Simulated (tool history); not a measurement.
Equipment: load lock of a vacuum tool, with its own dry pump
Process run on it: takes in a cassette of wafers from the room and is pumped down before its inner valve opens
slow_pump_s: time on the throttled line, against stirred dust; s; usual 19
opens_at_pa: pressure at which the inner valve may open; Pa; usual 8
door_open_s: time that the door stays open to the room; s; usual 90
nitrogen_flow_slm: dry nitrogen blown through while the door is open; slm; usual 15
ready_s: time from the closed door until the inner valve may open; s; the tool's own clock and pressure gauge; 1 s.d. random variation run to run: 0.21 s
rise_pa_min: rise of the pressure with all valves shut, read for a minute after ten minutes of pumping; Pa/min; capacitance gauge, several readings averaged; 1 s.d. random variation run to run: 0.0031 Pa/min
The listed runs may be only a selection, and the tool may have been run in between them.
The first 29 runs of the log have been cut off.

| run | hour | slow_pump_s | opens_at_pa | door_open_s | nitrogen_flow_slm | incoming humidity of the room's air, % | ready_s | rise_pa_min |
|---|---|---|---|---|---|---|---|---|
| 30 | 10474.7 | 27 | 6 | 131 | 4 | 44.4 | 36.8 | 0.123 |
| 31 | 10873.8 | 11 | 8 | 225 | 15 | 42.5 | 21.6 | 0.125 |
| 32 | 11333.6 | 12 | 15 | 65 | 15 | 46.8 | 21.3 | 0.060 |
| 33 | 11661.4 | 19 | 7 | 90 | 22 | 44.1 | 28.7 | 0.067 |
| 34 | 12119.5 | 19 | 7 | 32 | 42 | 43.5 | 29.1 | 0.028 |
| 35 | 12438.9 | 25 | 8 | 90 | 15 | 42.9 | 33.8 | 0.072 |
| 36 | 12786.1 | 25 | 8 | 90 | 15 | 46.4 | 33.8 | 0.084 |
| 37 | 13103.8 | 25 | 8 | 90 | 15 | 45.1 | 33.7 | 0.080 |

4 options for the next run, each taken on its own from the tool as it stands now. Forecast them:
| A | 13554.8 | 13 | 8 | 90 | 5 | 43.7 | ? | ? |
| B | 13554.8 | 25 | 9 | 33 | 17 | 43.9 | ? | ? |
| C | 13554.8 | 25 | 8 | 198 | 15 | 44.2 | ? | ? |
| D | 13554.8 | 16 | 7 | 90 | 15 | 48.1 | ? | ? |

| run | ready_s | rise_pa_min |
|---|---|---|
| A | 22.9 | 0.095 |
| B | 33.8 | 0.042 |
| C | 33.8 | 0.121 |
| D | 26.0 | 0.081 |
What these runs would have given with no unlogged condition in the tool:
| run | ready_s | rise_pa_min |
|---|---|---|
| A | 22.9 | 0.094 |
| B | 33.8 | 0.041 |
| C | 33.8 | 0.121 |
| D | 26.0 | 0.081 |

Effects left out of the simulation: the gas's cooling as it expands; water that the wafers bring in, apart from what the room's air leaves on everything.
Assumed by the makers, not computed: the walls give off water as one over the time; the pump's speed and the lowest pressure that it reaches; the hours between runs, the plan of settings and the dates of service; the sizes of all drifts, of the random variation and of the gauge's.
